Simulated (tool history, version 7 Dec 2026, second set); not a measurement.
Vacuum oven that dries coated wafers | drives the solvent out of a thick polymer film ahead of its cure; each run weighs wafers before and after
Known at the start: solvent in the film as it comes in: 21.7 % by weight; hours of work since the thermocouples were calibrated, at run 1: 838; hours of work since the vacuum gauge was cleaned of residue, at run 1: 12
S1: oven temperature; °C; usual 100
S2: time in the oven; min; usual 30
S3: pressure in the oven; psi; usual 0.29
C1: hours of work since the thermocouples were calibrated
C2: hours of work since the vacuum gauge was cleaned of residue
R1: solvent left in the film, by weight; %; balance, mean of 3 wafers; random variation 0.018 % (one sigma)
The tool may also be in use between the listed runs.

run   hour   S1  S2     S3    C1   C2    R1
  1      0  100  30   0.29   838   12  2.32
  2    9.6  100  30  0.309   844   18  2.39
  3   27.6  100  30  0.381   855   30  2.75
  4   36.6  100  30  0.381   861   36  2.77
  5   47.9  100  31   0.29   869   43  2.22
  6   66.5  100  30   0.29   881   55  2.32
  7   78.7  100  15   0.29   889   63  5.14
  8   89.4  100  15   0.29   896   70   5.1
  9  102.2  100  15   0.29   904   78  5.15
 10    114  100  15   0.29   912   86  5.12
 11  131.3  100  15   0.29   923   97  5.09
     133.6  -- vacuum gauge cleaned of residue and calibrated
 12  150.9  100  15   0.29   934   11  5.08
 13    163  100  15   0.29   942   19  5.09
 14  178.1  100  15   0.29   952   29  5.08
 15  192.5  100  15   0.29   962   38  5.11
 16  202.3  100  15   0.29   968   45  5.09
     211.3  -- vacuum gauge cleaned of residue and calibrated, once more
 17  212.8  100  25   0.29   974    1  2.75
 18  225.6  100  30   0.29   982    9  2.26
 19  243.4  100  30   0.29   994   21  2.28
 20  260.6  100  26   0.29  1005   32  2.66
 21  268.9   91  30  1.072  1010   37  9.41
 22  282.4   91  30  0.244  1019   46  4.18
 23  299.4   91  30  0.244  1030   57  4.15
 24  315.9   91  30  0.244  1041   68   4.2
 25  333.2   91  30  0.244  1052   79   4.1
 26  341.1  101  39  0.872  1057   84  4.52
 27  353.2  101  39  0.872  1065   92  4.53
 28    366  101  39  0.872  1073  100  4.51
 29  381.3   87  29  0.516  1083  110  7.54
 30  394.1   95  30   0.29  1091  119  3.34
 31  410.8   95  30   0.29  1102  129   3.3
 32  419.9  100  44  0.164  1108  135  1.02
 33  438.2  110  32  0.902  1120  147  3.33
 34  451.7  114  47  0.271  1129  156  0.85
 35    460  114  47  0.271  1134  161  0.88
     469.2  -- oven's thermocouples calibrated
 36  470.3  114  20  0.271     1  167  1.13
 37  484.2  112  39  0.754    10  176  2.53
 38    502  112  39  0.754    21  187  2.56
 39  512.2  112  39  0.754    28  194  2.52

Some steps in R1 between neighbouring runs. How much of each would the tool show without its hidden state too (settings, what came in, random variation), and how much is left for the hidden state, with any gauge scatter that isn't in both results?
The hidden state here: true wafer temperature over the reading, C; true pressure over the reading, kPa; drift of the gauge itself on solvent_pct, %.
Run 16 -> 17: S2 15 -> 25, vacuum gauge cleaned of residue and calibrated, once more. R1 -2.34 %: hidden state -0.03, all else -2.31.
Run 20 -> 21: S1 100 -> 91, S2 26 -> 30, S3 0.29 -> 1.072. R1 +6.75 %: hidden state -0.03, all else +6.78.
Run 21 -> 22: S3 1.072 -> 0.244. R1 -5.23 %: hidden state +0.01, all else -5.24.
Run 28 -> 29: S1 101 -> 87, S2 39 -> 29, S3 0.872 -> 0.516. R1 +3.03 %: hidden state -0.04, all else +3.07.
Run 29 -> 30: S1 87 -> 95, S2 29 -> 30, S3 0.516 -> 0.29. R1 -4.2 %: hidden state +0.03, all else -4.23.
